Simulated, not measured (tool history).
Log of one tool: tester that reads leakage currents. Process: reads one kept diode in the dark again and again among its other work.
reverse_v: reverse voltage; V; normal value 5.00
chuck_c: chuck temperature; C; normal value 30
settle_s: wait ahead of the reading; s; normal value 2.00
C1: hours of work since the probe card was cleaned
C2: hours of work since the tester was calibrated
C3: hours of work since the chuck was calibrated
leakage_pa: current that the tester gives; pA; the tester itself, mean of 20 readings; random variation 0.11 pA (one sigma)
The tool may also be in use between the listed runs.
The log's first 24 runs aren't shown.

run 25 hour=1842.9 | reverse_v=12.41 chuck_c=58 settle_s=0.35 | C1=1660 C2=313 C3=713 | leakage_pa=382.76
-- hour=1867.6 chuck's temperature calibrated
run 26 hour=1935.0 | reverse_v=4.31 chuck_c=58 settle_s=0.35 | C1=1725 C2=378 C3=49 | leakage_pa=215.49
run 27 hour=2027.0 | reverse_v=5.00 chuck_c=30 settle_s=6.90 | C1=1792 C2=445 C3=115 | leakage_pa=31.44
run 28 hour=2103.3 | reverse_v=5.00 chuck_c=30 settle_s=6.90 | C1=1847 C2=500 C3=170 | leakage_pa=31.34
run 29 hour=2194.9 | reverse_v=5.00 chuck_c=53 settle_s=6.16 | C1=1913 C2=566 C3=237 | leakage_pa=164.01
run 30 hour=2248.6 | reverse_v=5.00 chuck_c=41 settle_s=2.00 | C1=1952 C2=605 C3=276 | leakage_pa=72.12
run 31 hour=2293.0 | reverse_v=5.00 chuck_c=37 settle_s=2.00 | C1=1984 C2=637 C3=308 | leakage_pa=53.93
run 32 hour=2346.5 | reverse_v=3.00 chuck_c=47 settle_s=2.28 | C1=2023 C2=676 C3=346 | leakage_pa=83.43
run 33 hour=2425.4 | reverse_v=3.00 chuck_c=47 settle_s=2.28 | C1=2080 C2=733 C3=403 | leakage_pa=83.06
run 34 hour=2504.8 | reverse_v=4.27 chuck_c=53 settle_s=2.93 | C1=2137 C2=790 C3=461 | leakage_pa=151.44
run 35 hour=2583.6 | reverse_v=1.31 chuck_c=30 settle_s=2.00 | C1=2194 C2=847 C3=518 | leakage_pa=15.57
run 36 hour=2630.4 | reverse_v=15.71 chuck_c=30 settle_s=4.42 | C1=2228 C2=881 C3=552 | leakage_pa=58.42
run 37 hour=2695.9 | reverse_v=3.29 chuck_c=41 settle_s=2.00 | C1=2276 C2=929 C3=599 | leakage_pa=57.42
run 38 hour=2785.6 | reverse_v=3.29 chuck_c=41 settle_s=2.00 | C1=2340 C2=993 C3=664 | leakage_pa=57.37
run 39 hour=2842.7 | reverse_v=14.92 chuck_c=54 settle_s=2.00 | C1=2382 C2=1035 C3=705 | leakage_pa=314.70
-- hour=2881.1 chuck's temperature calibrated
run 40 hour=2899.8 | reverse_v=5.00 chuck_c=30 settle_s=0.71 | C1=2422 C2=1075 C3=13 | leakage_pa=33.53

3 options for the next run, each taken on its own from the tool as it stands now. Forecast them:
run A hour=2989.1 | reverse_v=5.00 chuck_c=51 settle_s=0.73 | C1=2486 C2=1139 C3=78 | leakage_pa=?
run B hour=2989.1 | reverse_v=5.85 chuck_c=31 settle_s=8.40 | C1=2486 C2=1139 C3=78 | leakage_pa=?
run C hour=2989.1 | reverse_v=3.44 chuck_c=38 settle_s=2.06 | C1=2486 C2=1139 C3=78 | leakage_pa=?

run=A leakage_pa=145.39
run=B leakage_pa=36.91
run=C leakage_pa=47.40
Stripped of hidden state, with their random variation kept, the same runs would have yielded:
run=A leakage_pa=145.35
run=B leakage_pa=36.84
run=C leakage_pa=47.36
